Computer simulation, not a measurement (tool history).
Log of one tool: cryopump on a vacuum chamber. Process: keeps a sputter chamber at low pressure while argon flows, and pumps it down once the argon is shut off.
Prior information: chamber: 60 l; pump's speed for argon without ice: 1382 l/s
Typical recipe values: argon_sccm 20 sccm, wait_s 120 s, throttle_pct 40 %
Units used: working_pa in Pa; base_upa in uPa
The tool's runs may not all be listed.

{"run": 1, "hour": 0.0, "argon_sccm": 20, "wait_s": 120, "throttle_pct": 40, "working_pa": 0.0679, "base_upa": 2.02}
{"run": 2, "hour": 22.1, "argon_sccm": 20, "wait_s": 120, "throttle_pct": 40, "working_pa": 0.0668, "base_upa": 2.09}
{"run": 3, "hour": 36.4, "argon_sccm": 9, "wait_s": 120, "throttle_pct": 40, "working_pa": 0.0302, "base_upa": 2.1}
{"run": 4, "hour": 50.7, "argon_sccm": 9, "wait_s": 93, "throttle_pct": 40, "working_pa": 0.0317, "base_upa": 2.22}
{"run": 5, "hour": 71.1, "argon_sccm": 20, "wait_s": 120, "throttle_pct": 40, "working_pa": 0.0681, "base_upa": 2.13}
{"run": 6, "hour": 101.6, "argon_sccm": 20, "wait_s": 120, "throttle_pct": 40, "working_pa": 0.0686, "base_upa": 2.17}
{"run": 7, "hour": 134.7, "argon_sccm": 20, "wait_s": 66, "throttle_pct": 40, "working_pa": 0.0686, "base_upa": 2.68}
{"run": 8, "hour": 166.5, "argon_sccm": 20, "wait_s": 120, "throttle_pct": 40, "working_pa": 0.0682, "base_upa": 2.23}
{"run": 9, "hour": 189.6, "argon_sccm": 20, "wait_s": 126, "throttle_pct": 40, "working_pa": 0.0698, "base_upa": 2.32}
{"run": 10, "hour": 215.7, "argon_sccm": 20, "wait_s": 126, "throttle_pct": 40, "working_pa": 0.0707, "base_upa": 2.35}
{"run": 11, "hour": 235.5, "argon_sccm": 20, "wait_s": 120, "throttle_pct": 40, "working_pa": 0.0707, "base_upa": 2.35}
{"run": 12, "hour": 259.5, "argon_sccm": 20, "wait_s": 120, "throttle_pct": 40, "working_pa": 0.0698, "base_upa": 2.42}
{"run": 13, "hour": 289.6, "argon_sccm": 20, "wait_s": 120, "throttle_pct": 40, "working_pa": 0.071, "base_upa": 2.42}
{"run": 14, "hour": 310.7, "argon_sccm": 20, "wait_s": 120, "throttle_pct": 40, "working_pa": 0.0714, "base_upa": 2.47}
{"run": 15, "hour": 345.9, "argon_sccm": 20, "wait_s": 120, "throttle_pct": 40, "working_pa": 0.072, "base_upa": 2.57}
{"run": 16, "hour": 372.2, "argon_sccm": 20, "wait_s": 120, "throttle_pct": 40, "working_pa": 0.0737, "base_upa": 2.62}
{"hour": 394.0, "done": "pump warmed up, emptied and cooled again"}
{"run": 17, "hour": 401.2, "argon_sccm": 20, "wait_s": 120, "throttle_pct": 40, "working_pa": 0.0606, "base_upa": 1.92}

What will run 18 give?
{"run": 18, "hour": 421.0, "argon_sccm": 12, "wait_s": 31, "throttle_pct": 33, "working_pa": "?", "base_upa": "?"}

{"run 18": {"working_pa": 0.0451, "base_upa": 3.38}}
Had the tool carried no hidden state, the very same run would have given working_pa 0.0448 Pa, base_upa 2.17 uPa.
